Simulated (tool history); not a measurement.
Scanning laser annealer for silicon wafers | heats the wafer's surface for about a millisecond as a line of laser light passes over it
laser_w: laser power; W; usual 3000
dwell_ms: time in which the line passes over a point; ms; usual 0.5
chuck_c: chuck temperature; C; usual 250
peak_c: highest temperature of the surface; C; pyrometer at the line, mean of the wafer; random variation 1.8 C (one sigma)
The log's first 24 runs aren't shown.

| run | day | laser_w | dwell_ms | chuck_c | hours of work since the window was cleaned | hours of work since the power meter was calibrated | hours of work since the optics were aligned | peak_c |
|---|---|---|---|---|---|---|---|---|
| 25 | 49.046 | 3101 | 0.5 | 264 | 647 | 1035 | 118 | 1086 |
| 26 | 50.704 | 3101 | 0.5 | 264 | 668 | 1055 | 139 | 1081 |
| 27 | 52.404 | 3207 | 0.5 | 278 | 689 | 1077 | 160 | 1124 |
| 28 | 53.862 | 3207 | 0.5 | 278 | 708 | 1095 | 178 | 1122 |
| 29 | 55.742 | 3238 | 0.528 | 248 | 731 | 1119 | 202 | 1131 |
| 30 | 57.471 | 3238 | 0.528 | 248 | 753 | 1140 | 224 | 1125 |
| 31 | 59.583 | 3238 | 0.528 | 248 | 779 | 1167 | 250 | 1124 |
| 32 | 60.8 | 3238 | 0.528 | 248 | 794 | 1182 | 265 | 1123 |
| 33 | 62.158 | 2774 | 0.5 | 252 | 811 | 1199 | 282 | 987 |

4 ways to go on from here, each from the tool as it stands after run 33. What would each give?
| A | 64.5 | 2925 | 0.509 | 221 | 841 | 1228 | 312 | ? |
| B | 64.5 | 2857 | 0.5 | 252 | 841 | 1228 | 312 | ? |
| C | 64.5 | 2836 | 0.397 | 220 | 841 | 1228 | 312 | ? |
| D | 64.5 | 2911 | 0.601 | 263 | 841 | 1228 | 312 | ? |

| run | peak_c |
|---|---|
| A | 997 |
| B | 1008 |
| C | 872 |
| D | 1118 |
Without the tool's hidden state the same runs would have given:
| run | peak_c |
|---|---|
| A | 1033 |
| B | 1043 |
| C | 903 |
| D | 1158 |
